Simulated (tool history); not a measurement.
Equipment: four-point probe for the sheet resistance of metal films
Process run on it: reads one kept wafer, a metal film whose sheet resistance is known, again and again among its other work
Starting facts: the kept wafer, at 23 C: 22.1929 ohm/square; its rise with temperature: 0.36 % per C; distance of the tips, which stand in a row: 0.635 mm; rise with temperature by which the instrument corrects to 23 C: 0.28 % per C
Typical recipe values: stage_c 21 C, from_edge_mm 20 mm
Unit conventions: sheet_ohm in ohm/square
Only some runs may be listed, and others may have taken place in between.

run 1 day=0 | stage_c=21 from_edge_mm=20 | sheet_ohm=22.00493
run 2 day=1.133 | stage_c=21 from_edge_mm=20 | sheet_ohm=21.999521
run 3 day=2.1 | stage_c=21 from_edge_mm=20 | sheet_ohm=22.000482
run 4 day=2.783 | stage_c=32 from_edge_mm=20 | sheet_ohm=22.194068
run 5 day=4.021 | stage_c=21 from_edge_mm=20 | sheet_ohm=21.995593
run 6 day=4.729 | stage_c=21 from_edge_mm=20 | sheet_ohm=21.993243
run 7 day=5.358 | stage_c=21 from_edge_mm=14 | sheet_ohm=22.002052
run 8 day=6.454 | stage_c=22 from_edge_mm=5 | sheet_ohm=22.19332
run 9 day=7.446 | stage_c=22 from_edge_mm=62 | sheet_ohm=21.98796
run 10 day=8.108 | stage_c=20 from_edge_mm=16 | sheet_ohm=21.971595
run 11 day=8.758 | stage_c=20 from_edge_mm=13 | sheet_ohm=21.980224
run 12 day=9.567 | stage_c=32 from_edge_mm=33 | sheet_ohm=22.17254
run 13 day=10.367 | stage_c=21 from_edge_mm=12 | sheet_ohm=22.002774
run 14 day=11.283 | stage_c=23 from_edge_mm=8 | sheet_ohm=22.065763

5 ways to go on from here, each from the tool as it stands after run 14. What would each give?
run A day=12.512 | stage_c=21 from_edge_mm=5 | sheet_ohm=?
run B day=12.512 | stage_c=34 from_edge_mm=31 | sheet_ohm=?
run C day=12.512 | stage_c=32 from_edge_mm=61 | sheet_ohm=?
run D day=12.512 | stage_c=21 from_edge_mm=11 | sheet_ohm=?
run E day=12.512 | stage_c=21 from_edge_mm=26 | sheet_ohm=?

run=A sheet_ohm=22.152365
run=B sheet_ohm=22.210177
run=C sheet_ohm=22.168699
run=D sheet_ohm=21.998176
run=E sheet_ohm=21.969702
With no hidden state in the tool, these same runs would have given:
run=A sheet_ohm=22.344685
run=B sheet_ohm=22.402192
run=C sheet_ohm=22.360493
run=D sheet_ohm=22.189247
run=E sheet_ohm=22.160545
